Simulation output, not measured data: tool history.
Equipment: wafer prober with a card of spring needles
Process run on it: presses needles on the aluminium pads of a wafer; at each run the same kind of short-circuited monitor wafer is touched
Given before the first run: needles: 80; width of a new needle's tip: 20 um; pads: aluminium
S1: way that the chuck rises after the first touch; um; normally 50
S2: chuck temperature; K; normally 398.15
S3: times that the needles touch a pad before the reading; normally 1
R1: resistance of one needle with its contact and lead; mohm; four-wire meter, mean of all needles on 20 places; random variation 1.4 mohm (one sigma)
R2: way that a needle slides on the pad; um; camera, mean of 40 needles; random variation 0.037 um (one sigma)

Run 1, day 0.000: usual settings. Result: R1 220 mohm, R2 7.08 um.
Run 2, day 0.608: usual settings. Result: R1 274 mohm, R2 7.11 um.
At day 0.879: tips cleaned on abrasive film.
Run 3, day 1.267: usual settings. Result: R1 208 mohm, R2 7.13 um.
Run 4, day 1.621: usual settings but S1 37 um. Result: R1 352 mohm, R2 5.21 um.
At day 2.188: tips cleaned on abrasive film.
Run 5, day 2.221: usual settings but S1 37 um. Result: R1 183 mohm, R2 5.14 um.
Run 6, day 2.600: usual settings but S1 37 um. Result: R1 284 mohm, R2 5.16 um.
Run 7, day 2.879: usual settings but S1 37 um. Result: R1 349 mohm, R2 5.13 um.
Run 8, day 3.383: usual settings but S1 37 um. Result: R1 421 mohm, R2 5.17 um.
At day 3.508: tips cleaned on abrasive film.
Run 9, day 3.746: usual settings but S1 37 um. Result: R1 230 mohm, R2 5.16 um.
At day 3.838: height of the first contact set anew.
Run 10, day 4.246: usual settings but S1 48 um. Result: R1 242 mohm, R2 7.12 um.
At day 4.858: tips cleaned on abrasive film.
Run 11, day 4.929: usual settings but S1 32 um, S2 333.15 K, S3 2. Result: R1 181 mohm, R2 4.67 um.
Run 12, day 5.604: usual settings but S1 69 um, S2 314.15 K. Result: R1 179 mohm, R2 10.19 um.
Run 13, day 5.942: usual settings but S1 40 um, S2 327.15 K, S3 3. Result: R1 212 mohm, R2 5.92 um.
At day 6.175: tips cleaned on abrasive film.
Run 14, day 6.554: usual settings but S1 40 um, S2 327.15 K, S3 3. Result: R1 170 mohm, R2 5.89 um.

The next listed run, before its measurement:
Run 15, day 7.233: usual settings but S1 40 um, S2 327.15 K, S3 3. Result: R1 ?, R2 ?.

{"run 15": {"R1": 206, "R2": 5.94}}
Take away the tool's hidden state, keep the run-to-run variation as it was, and the same run would have given R1 123 mohm, R2 5.97 um.

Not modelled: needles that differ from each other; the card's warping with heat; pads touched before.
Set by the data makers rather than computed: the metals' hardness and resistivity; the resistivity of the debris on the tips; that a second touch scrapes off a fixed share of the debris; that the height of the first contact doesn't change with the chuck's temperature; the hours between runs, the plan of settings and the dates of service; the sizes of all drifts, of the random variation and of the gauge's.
